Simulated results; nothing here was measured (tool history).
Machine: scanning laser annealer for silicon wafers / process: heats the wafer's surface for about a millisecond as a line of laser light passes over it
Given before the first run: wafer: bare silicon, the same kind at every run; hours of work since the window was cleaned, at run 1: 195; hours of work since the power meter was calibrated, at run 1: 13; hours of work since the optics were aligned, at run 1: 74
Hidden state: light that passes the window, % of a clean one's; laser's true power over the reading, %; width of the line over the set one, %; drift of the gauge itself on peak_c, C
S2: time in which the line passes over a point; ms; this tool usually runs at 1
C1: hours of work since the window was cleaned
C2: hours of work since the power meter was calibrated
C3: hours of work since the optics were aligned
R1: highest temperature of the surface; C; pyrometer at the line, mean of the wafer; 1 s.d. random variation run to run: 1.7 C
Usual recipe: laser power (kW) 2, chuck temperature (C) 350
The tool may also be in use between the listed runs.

run 1 day=0 | laser_power_(kW)=2 S2=1 chuck_temperature_(C)=350 | C1=195 C2=13 C3=74 | R1=1049
run 2 day=0.504 | laser_power_(kW)=2 S2=1 chuck_temperature_(C)=350 | C1=201 C2=19 C3=80 | R1=1050
run 3 day=1.025 | laser_power_(kW)=2 S2=1 chuck_temperature_(C)=350 | C1=206 C2=24 C3=86 | R1=1054
run 4 day=1.388 | laser_power_(kW)=1.858 S2=1 chuck_temperature_(C)=350 | C1=210 C2=28 C3=90 | R1=1008
run 5 day=1.912 | laser_power_(kW)=1.858 S2=1 chuck_temperature_(C)=350 | C1=216 C2=34 C3=95 | R1=1003
run 6 day=2.212 | laser_power_(kW)=2 S2=1 chuck_temperature_(C)=350 | C1=219 C2=37 C3=98 | R1=1048
run 7 day=2.629 | laser_power_(kW)=1.714 S2=1 chuck_temperature_(C)=350 | C1=224 C2=42 C3=103 | R1=956
run 8 day=2.892 | laser_power_(kW)=2 S2=1 chuck_temperature_(C)=350 | C1=227 C2=45 C3=106 | R1=1049
run 9 day=3.433 | laser_power_(kW)=2 S2=1 chuck_temperature_(C)=350 | C1=233 C2=50 C3=112 | R1=1047
run 10 day=3.654 | laser_power_(kW)=2 S2=1 chuck_temperature_(C)=350 | C1=235 C2=53 C3=114 | R1=1049
run 11 day=4.058 | laser_power_(kW)=2.01 S2=1 chuck_temperature_(C)=350 | C1=239 C2=57 C3=119 | R1=1051
run 12 day=4.588 | laser_power_(kW)=1.974 S2=0.87 chuck_temperature_(C)=350 | C1=245 C2=63 C3=124 | R1=996
run 13 day=4.917 | laser_power_(kW)=2.028 S2=0.88 chuck_temperature_(C)=312 | C1=249 C2=67 C3=128 | R1=973
run 14 day=5.217 | laser_power_(kW)=2.028 S2=0.88 chuck_temperature_(C)=312 | C1=252 C2=70 C3=131 | R1=974
run 15 day=5.458 | laser_power_(kW)=2 S2=0.82 chuck_temperature_(C)=351 | C1=255 C2=72 C3=134 | R1=985
run 16 day=5.912 | laser_power_(kW)=2 S2=0.82 chuck_temperature_(C)=351 | C1=260 C2=77 C3=139 | R1=986
run 17 day=6.454 | laser_power_(kW)=1.877 S2=0.87 chuck_temperature_(C)=390 | C1=265 C2=83 C3=145 | R1=1004
run 18 day=6.762 | laser_power_(kW)=1.884 S2=1 chuck_temperature_(C)=365 | C1=269 C2=87 C3=148 | R1=1026
run 19 day=7.225 | laser_power_(kW)=1.884 S2=1 chuck_temperature_(C)=365 | C1=274 C2=92 C3=153 | R1=1027

Here are 3 independent what-if runs from the current tool condition. What would each one return?
run A day=7.7 | laser_power_(kW)=2.186 S2=1.2 chuck_temperature_(C)=321 | C1=279 C2=97 C3=158 | R1=?
run B day=7.7 | laser_power_(kW)=1.884 S2=1 chuck_temperature_(C)=360 | C1=279 C2=97 C3=158 | R1=?
run C day=7.7 | laser_power_(kW)=1.884 S2=1.08 chuck_temperature_(C)=355 | C1=279 C2=97 C3=158 | R1=?

run=A R1=1146
run=B R1=1020
run=C R1=1039
Take away the tool's hidden state, keep each run's random variation, and the runs would have read:
run=A R1=1167
run=B R1=1037
run=C R1=1057
